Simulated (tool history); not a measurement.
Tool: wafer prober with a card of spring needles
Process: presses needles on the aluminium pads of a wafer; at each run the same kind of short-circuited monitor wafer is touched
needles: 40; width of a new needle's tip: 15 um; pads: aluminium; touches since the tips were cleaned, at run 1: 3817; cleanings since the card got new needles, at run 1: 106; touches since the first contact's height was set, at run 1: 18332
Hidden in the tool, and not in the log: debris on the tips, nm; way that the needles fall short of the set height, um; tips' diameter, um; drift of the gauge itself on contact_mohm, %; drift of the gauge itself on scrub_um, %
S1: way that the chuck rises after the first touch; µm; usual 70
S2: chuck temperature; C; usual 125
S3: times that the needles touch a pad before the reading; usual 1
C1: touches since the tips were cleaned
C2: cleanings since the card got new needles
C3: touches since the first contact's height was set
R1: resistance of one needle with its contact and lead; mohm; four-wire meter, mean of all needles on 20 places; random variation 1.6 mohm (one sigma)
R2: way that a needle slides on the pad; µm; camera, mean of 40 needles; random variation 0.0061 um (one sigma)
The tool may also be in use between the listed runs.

run 1 hour=0 | S1=70 S2=125 S3=1 | C1=3817 C2=106 C3=18332 | R1=165 R2=9.843
-- hour=8.4 tips cleaned on abrasive film
-- hour=25.6 tips cleaned on abrasive film
run 2 hour=30.8 | S1=70 S2=125 S3=1 | C1=2326 C2=108 C3=32034 | R1=162 R2=9.824
-- hour=42.2 tips cleaned on abrasive film
-- hour=59.3 tips cleaned on abrasive film
run 3 hour=72.8 | S1=70 S2=125 S3=2 | C1=6023 C2=110 C3=50717 | R1=166 R2=9.83
-- hour=77 tips cleaned on abrasive film
-- hour=96.5 tips cleaned on abrasive film
-- hour=116 tips cleaned on abrasive film
-- hour=120.4 height of the first contact set anew
run 4 hour=124.6 | S1=70 S2=125 S3=2 | C1=3697 C2=113 C3=1884 | R1=166 R2=9.826
-- hour=132.7 tips cleaned on abrasive film
-- hour=150.4 tips cleaned on abrasive film
-- hour=167.4 tips cleaned on abrasive film
run 5 hour=173.8 | S1=70 S2=125 S3=1 | C1=2868 C2=116 C3=23752 | R1=165 R2=9.83
-- hour=185 tips cleaned on abrasive film
-- hour=202.6 tips cleaned on abrasive film
run 6 hour=216.8 | S1=70 S2=125 S3=1 | C1=6336 C2=118 C3=42883 | R1=165 R2=9.811
-- hour=220.9 tips cleaned on abrasive film
-- hour=240 tips cleaned on abrasive film
run 7 hour=243.2 | S1=70 S2=125 S3=1 | C1=1440 C2=120 C3=54640 | R1=165 R2=9.817
-- hour=257.9 tips cleaned on abrasive film
run 8 hour=273.6 | S1=70 S2=125 S3=1 | C1=7028 C2=121 C3=68162 | R1=164 R2=9.803
-- hour=275.9 tips cleaned on abrasive film
-- hour=279 height of the first contact set anew
-- hour=294.4 tips cleaned on abrasive film
run 9 hour=296.1 | S1=70 S2=125 S3=1 | C1=746 C2=123 C3=7580 | R1=163 R2=9.806
-- hour=311.9 tips cleaned on abrasive film
run 10 hour=324.3 | S1=80 S2=58 S3=1 | C1=5527 C2=124 C3=20147 | R1=152 R2=11.216
-- hour=331.5 tips cleaned on abrasive film
-- hour=350 tips cleaned on abrasive film
-- hour=367.8 tips cleaned on abrasive film
run 11 hour=376.9 | S1=72 S2=125 S3=1 | C1=4065 C2=127 C3=43532 | R1=163 R2=10.08
-- hour=385 tips cleaned on abrasive film
-- hour=403.1 tips cleaned on abrasive film
run 12 hour=414.7 | S1=62 S2=125 S3=2 | C1=5205 C2=129 C3=60379 | R1=165 R2=8.666
-- hour=421.5 tips cleaned on abrasive film
-- hour=439.4 tips cleaned on abrasive film
-- hour=439.7 height of the first contact set anew
run 13 hour=454.8 | S1=62 S2=125 S3=2 | C1=6736 C2=131 C3=6736 | R1=164 R2=8.675
-- hour=458.4 tips cleaned on abrasive film
-- hour=476.6 tips cleaned on abrasive film
run 14 hour=479.4 | S1=62 S2=119 S3=2 | C1=1244 C2=133 C3=17662 | R1=163 R2=8.68
-- hour=494.6 tips cleaned on abrasive film
-- hour=513.5 tips cleaned on abrasive film
run 15 hour=526.5 | S1=62 S2=119 S3=2 | C1=5817 C2=135 C3=38623 | R1=163 R2=8.693
-- hour=530.1 tips cleaned on abrasive film
-- hour=547.9 tips cleaned on abrasive film
run 16 hour=548 | S1=62 S2=119 S3=2 | C1=72 C2=137 C3=48192 | R1=164 R2=8.675

Forecast each of these 4 alternatives for the next run:
-- hour=565.9 tips cleaned on abrasive film
run A hour=576.2 | S1=52 S2=119 S3=2 | C1=4629 C2=138 C3=60741 | R1=? R2=?
-- hour=565.9 tips cleaned on abrasive film
run B hour=576.2 | S1=70 S2=125 S3=2 | C1=4629 C2=138 C3=60741 | R1=? R2=?
-- hour=565.9 tips cleaned on abrasive film
run C hour=576.2 | S1=82 S2=119 S3=2 | C1=4629 C2=138 C3=60741 | R1=? R2=?
-- hour=565.9 tips cleaned on abrasive film
run D hour=576.2 | S1=50 S2=125 S3=2 | C1=4629 C2=138 C3=60741 | R1=? R2=?

run=A R1=164 R2=7.269
run=B R1=165 R2=9.79
run=C R1=164 R2=11.464
run=D R1=166 R2=6.988
Without the tool's hidden state the same runs would have given:
run=A R1=163 R2=7.306
run=B R1=164 R2=9.839
run=C R1=163 R2=11.521
run=D R1=166 R2=7.023
